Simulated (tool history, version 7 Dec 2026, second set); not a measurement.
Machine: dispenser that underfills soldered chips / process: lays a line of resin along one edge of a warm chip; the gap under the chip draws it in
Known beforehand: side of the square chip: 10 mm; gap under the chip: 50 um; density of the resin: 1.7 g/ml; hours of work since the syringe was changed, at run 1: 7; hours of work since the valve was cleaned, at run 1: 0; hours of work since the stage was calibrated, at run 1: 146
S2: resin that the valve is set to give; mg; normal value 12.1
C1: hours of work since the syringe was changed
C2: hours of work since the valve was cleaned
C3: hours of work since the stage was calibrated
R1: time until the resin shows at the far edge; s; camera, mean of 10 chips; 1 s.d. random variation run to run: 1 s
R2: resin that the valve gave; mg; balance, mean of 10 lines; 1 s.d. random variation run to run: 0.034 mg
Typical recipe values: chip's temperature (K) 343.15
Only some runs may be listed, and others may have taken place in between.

run 1 hour=0 | chip's_temperature_(K)=343.15 S2=12.1 | C1=7 C2=0 C3=146 | R1=145.2 R2=12.11
-- hour=3.5 new syringe of resin
run 2 hour=6.3 | chip's_temperature_(K)=343.15 S2=12.1 | C1=2 C2=5 C3=150 | R1=114.2 R2=12.11
run 3 hour=12.8 | chip's_temperature_(K)=329.15 S2=12.1 | C1=7 C2=9 C3=155 | R1=246 R2=12.07
-- hour=16.2 new syringe of resin
run 4 hour=20.8 | chip's_temperature_(K)=343.15 S2=13.1 | C1=3 C2=15 C3=161 | R1=117.2 R2=13.06
run 5 hour=25.8 | chip's_temperature_(K)=343.15 S2=13.1 | C1=7 C2=19 C3=164 | R1=146.6 R2=12.99
-- hour=28.8 new syringe of resin
run 6 hour=35.1 | chip's_temperature_(K)=343.15 S2=13.1 | C1=5 C2=25 C3=171 | R1=124.1 R2=12.97
-- hour=41 new syringe of resin
run 7 hour=42.8 | chip's_temperature_(K)=343.15 S2=13.1 | C1=1 C2=30 C3=176 | R1=103.2 R2=12.93
run 8 hour=49.7 | chip's_temperature_(K)=343.15 S2=12.1 | C1=6 C2=35 C3=181 | R1=142.2 R2=11.87
-- hour=53.5 new syringe of resin
run 9 hour=58.3 | chip's_temperature_(K)=343.15 S2=12.1 | C1=3 C2=41 C3=187 | R1=119.4 R2=11.91
run 10 hour=64.9 | chip's_temperature_(K)=343.15 S2=12.1 | C1=8 C2=46 C3=192 | R1=160.3 R2=11.91
-- hour=65.9 new syringe of resin
run 11 hour=70.5 | chip's_temperature_(K)=343.15 S2=13 | C1=3 C2=50 C3=196 | R1=117.3 R2=12.75
run 12 hour=75.3 | chip's_temperature_(K)=346.15 S2=11 | C1=7 C2=53 C3=199 | R1=135.8 R2=10.75
-- hour=78.3 new syringe of resin
run 13 hour=83.2 | chip's_temperature_(K)=343.15 S2=13.8 | C1=4 C2=59 C3=205 | R1=119.5 R2=13.46
-- hour=90.9 new syringe of resin
run 14 hour=91.6 | chip's_temperature_(K)=343.15 S2=13.8 | C1=1 C2=65 C3=210 | R1=99.8 R2=13.41
run 15 hour=97.8 | chip's_temperature_(K)=343.15 S2=13.8 | C1=5 C2=69 C3=215 | R1=131.1 R2=13.32
run 16 hour=102.3 | chip's_temperature_(K)=329.15 S2=13.8 | C1=8 C2=72 C3=218 | R1=265.5 R2=13.38
-- hour=103.4 new syringe of resin
run 17 hour=108.7 | chip's_temperature_(K)=336.15 S2=11.6 | C1=4 C2=77 C3=223 | R1=158.9 R2=11.2
-- hour=116.2 new syringe of resin
run 18 hour=118.2 | chip's_temperature_(K)=336.15 S2=11.6 | C1=1 C2=84 C3=229 | R1=145.1 R2=11.21
run 19 hour=123.4 | chip's_temperature_(K)=330.15 S2=11.9 | C1=5 C2=87 C3=233 | R1=219.9 R2=11.42
-- hour=128.9 new syringe of resin
run 20 hour=130.6 | chip's_temperature_(K)=330.15 S2=11.9 | C1=1 C2=92 C3=238 | R1=174.1 R2=11.41
run 21 hour=138.4 | chip's_temperature_(K)=330.15 S2=11.9 | C1=7 C2=98 C3=244 | R1=240.5 R2=11.37

Alternative continuations, all from the tool just after run 21; predict every row:
-- hour=141.4 new syringe of resin
run A hour=144.2 | chip's_temperature_(K)=356.15 S2=11.9 | C1=2 C2=102 C3=248 | R1=? R2=?
-- hour=141.4 new syringe of resin
run B hour=144.2 | chip's_temperature_(K)=329.15 S2=11.9 | C1=2 C2=102 C3=248 | R1=? R2=?
-- hour=141.4 new syringe of resin
run C hour=144.2 | chip's_temperature_(K)=358.15 S2=13.2 | C1=2 C2=102 C3=248 | R1=? R2=?
-- hour=141.4 new syringe of resin
run D hour=144.2 | chip's_temperature_(K)=343.15 S2=14 | C1=2 C2=102 C3=248 | R1=? R2=?
-- hour=141.4 new syringe of resin
run E hour=144.2 | chip's_temperature_(K)=344.15 S2=12.1 | C1=2 C2=102 C3=248 | R1=? R2=?

run=A R1=70.4 R2=11.34
run=B R1=188 R2=11.34
run=C R1=63.2 R2=12.65
run=D R1=106.8 R2=13.41
run=E R1=105.2 R2=11.57
Stripped of hidden state, with their random variation kept, the same runs would have yielded:
run=A R1=64 R2=11.88
run=B R1=172 R2=11.89
run=C R1=57.7 R2=13.25
run=D R1=98 R2=14.06
run=E R1=96 R2=12.12
